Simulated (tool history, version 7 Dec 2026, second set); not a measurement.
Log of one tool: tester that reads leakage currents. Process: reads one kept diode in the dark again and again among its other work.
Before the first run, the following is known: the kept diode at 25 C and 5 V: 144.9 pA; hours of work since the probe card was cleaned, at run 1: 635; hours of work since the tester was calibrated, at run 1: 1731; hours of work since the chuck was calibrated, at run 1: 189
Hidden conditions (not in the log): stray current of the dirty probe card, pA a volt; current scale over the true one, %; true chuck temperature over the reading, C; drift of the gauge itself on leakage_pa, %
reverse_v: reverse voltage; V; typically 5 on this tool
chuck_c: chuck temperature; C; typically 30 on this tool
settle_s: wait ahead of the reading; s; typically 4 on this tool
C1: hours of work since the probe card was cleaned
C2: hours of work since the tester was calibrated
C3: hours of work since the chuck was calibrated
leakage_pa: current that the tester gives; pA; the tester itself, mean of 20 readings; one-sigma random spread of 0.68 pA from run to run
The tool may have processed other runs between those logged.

{"run": 1, "day": 0.0, "reverse_v": 5, "chuck_c": 30, "settle_s": 4, "C1": 635, "C2": 1731, "C3": 189, "leakage_pa": 231.91}
{"run": 2, "day": 1.483, "reverse_v": 5, "chuck_c": 30, "settle_s": 4, "C1": 662, "C2": 1758, "C3": 216, "leakage_pa": 231.39}
{"run": 3, "day": 2.375, "reverse_v": 5, "chuck_c": 30, "settle_s": 4, "C1": 678, "C2": 1774, "C3": 232, "leakage_pa": 232.66}
{"run": 4, "day": 3.254, "reverse_v": 5, "chuck_c": 30, "settle_s": 1.48, "C1": 694, "C2": 1790, "C3": 248, "leakage_pa": 233.3}
{"run": 5, "day": 4.288, "reverse_v": 5, "chuck_c": 30, "settle_s": 1.48, "C1": 713, "C2": 1809, "C3": 267, "leakage_pa": 234.38}
{"run": 6, "day": 5.488, "reverse_v": 5, "chuck_c": 30, "settle_s": 4, "C1": 735, "C2": 1830, "C3": 289, "leakage_pa": 234.31}
{"run": 7, "day": 6.988, "reverse_v": 8.26, "chuck_c": 30, "settle_s": 4, "C1": 762, "C2": 1857, "C3": 316, "leakage_pa": 297.97}
{"run": 8, "day": 8.342, "reverse_v": 8.26, "chuck_c": 30, "settle_s": 4, "C1": 786, "C2": 1882, "C3": 340, "leakage_pa": 301.25}
{"run": 9, "day": 9.558, "reverse_v": 5, "chuck_c": 22, "settle_s": 4, "C1": 808, "C2": 1904, "C3": 362, "leakage_pa": 119.21}
{"run": 10, "day": 10.875, "reverse_v": 9.73, "chuck_c": 30, "settle_s": 4, "C1": 832, "C2": 1928, "C3": 386, "leakage_pa": 327.83}

Forecast run 11:
{"run": 11, "day": 11.933, "reverse_v": 5.68, "chuck_c": 30, "settle_s": 0.34, "C1": 851, "C2": 1947, "C3": 405, "leakage_pa": "?"}

leakage_pa: 256.8 pA
With the hidden condition absent and the run-to-run variation left alone, this run would have shown leakage_pa 241.78 pA.
